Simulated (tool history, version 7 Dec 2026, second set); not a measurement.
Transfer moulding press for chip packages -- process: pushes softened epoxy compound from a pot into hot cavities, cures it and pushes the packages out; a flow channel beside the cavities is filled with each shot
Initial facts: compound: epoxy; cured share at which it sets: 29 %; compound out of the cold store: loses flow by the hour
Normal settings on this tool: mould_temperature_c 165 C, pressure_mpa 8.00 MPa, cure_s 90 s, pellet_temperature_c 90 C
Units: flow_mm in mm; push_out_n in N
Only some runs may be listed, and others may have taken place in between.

| run | hour | mould_temperature_c | pressure_mpa | cure_s | pellet_temperature_c | incoming compound's hours out of the cold store | flow_mm | push_out_n |
|---|---|---|---|---|---|---|---|---|
| 1 | 0.0 | 165 | 8.00 | 90 | 90 | 9.3 | 810 | 428 |
|  | 12.1 | plunger's sealing rings changed |
| 2 | 40.5 | 165 | 8.00 | 90 | 90 | 23.2 | 794 | 594 |
|  | 64.4 | cavities cleaned with cleaning compound and waxed |
| 3 | 68.2 | 165 | 8.00 | 90 | 90 | 23.3 | 793 | 391 |
| 4 | 113.0 | 165 | 8.00 | 90 | 90 | 21.6 | 804 | 596 |
|  | 135.1 | cavities cleaned with cleaning compound and waxed |
| 5 | 158.3 | 165 | 8.00 | 90 | 89 | 46.2 | 684 | 503 |
| 6 | 200.6 | 165 | 8.00 | 90 | 89 | 10.1 | 852 | 646 |
|  | 204.9 | cavities cleaned with cleaning compound and waxed |
| 7 | 229.1 | 165 | 8.00 | 90 | 89 | 45.8 | 675 | 524 |
| 8 | 259.8 | 165 | 8.00 | 90 | 90 | 36.7 | 715 | 610 |
|  | 273.2 | cavities cleaned with cleaning compound and waxed |
| 9 | 283.4 | 171 | 8.00 | 90 | 90 | 26.2 | 734 | 382 |
| 10 | 326.2 | 171 | 8.00 | 90 | 90 | 27.8 | 726 | 566 |
|  | 343.7 | cavities cleaned with cleaning compound and waxed |
| 11 | 366.6 | 171 | 8.00 | 90 | 90 | 28.5 | 719 | 443 |
|  | 412.2 | cavities cleaned with cleaning compound and waxed |
| 12 | 412.2 | 165 | 8.00 | 80 | 90 | 39.9 | 685 | 411 |
| 13 | 445.3 | 165 | 8.77 | 124 | 90 | 34.7 | 733 | 476 |
| 14 | 466.2 | 165 | 8.77 | 124 | 90 | 23.3 | 790 | 565 |
|  | 483.7 | cavities cleaned with cleaning compound and waxed |
| 15 | 509.1 | 165 | 8.85 | 90 | 90 | 31.9 | 744 | 521 |
| 16 | 533.8 | 162 | 7.56 | 107 | 90 | 20.4 | 753 | 602 |
|  | 551.6 | cavities cleaned with cleaning compound and waxed |
| 17 | 553.9 | 162 | 7.56 | 107 | 90 | 45.2 | 643 | 368 |
|  | 560.5 | plunger's sealing rings changed |
| 18 | 581.8 | 162 | 7.56 | 107 | 90 | 11.9 | 846 | 544 |
| 19 | 616.2 | 162 | 7.56 | 107 | 90 | 27.6 | 774 | 611 |
|  | 622.9 | cavities cleaned with cleaning compound and waxed |
| 20 | 639.0 | 162 | 7.56 | 107 | 90 | 31.4 | 743 | 450 |
| 21 | 668.5 | 165 | 8.00 | 105 | 90 | 11.2 | 855 | 537 |
|  | 691.0 | cavities cleaned with cleaning compound and waxed |
| 22 | 699.7 | 165 | 8.00 | 105 | 90 | 38.0 | 721 | 397 |
|  | 707.5 | mould's thermocouples calibrated |
| 23 | 743.3 | 165 | 8.00 | 105 | 90 | 48.0 | 670 | 522 |

What would each run have given without the hidden state, its run-to-run variation left as it was?
Hidden state at play: true mould temperature over the reading, C; pressure that reaches the compound, % of what is set; grip of the stained cavities, % over clean ones'; drift of the gauge itself on flow_mm, %; drift of the gauge itself on push_out_n, %.
| run | flow_mm | push_out_n |
|---|---|---|
| 1 | 874 | 358 |
| 2 | 797 | 358 |
| 3 | 799 | 361 |
| 4 | 814 | 353 |
| 5 | 697 | 345 |
| 6 | 873 | 356 |
| 7 | 695 | 357 |
| 8 | 738 | 349 |
| 9 | 762 | 312 |
| 10 | 757 | 330 |
| 11 | 754 | 312 |
| 12 | 723 | 396 |
| 13 | 777 | 311 |
| 14 | 839 | 326 |
| 15 | 796 | 353 |
| 16 | 809 | 356 |
| 17 | 693 | 346 |
| 18 | 847 | 363 |
| 19 | 779 | 345 |
| 20 | 750 | 338 |
| 21 | 866 | 324 |
| 22 | 733 | 320 |
| 23 | 686 | 305 |
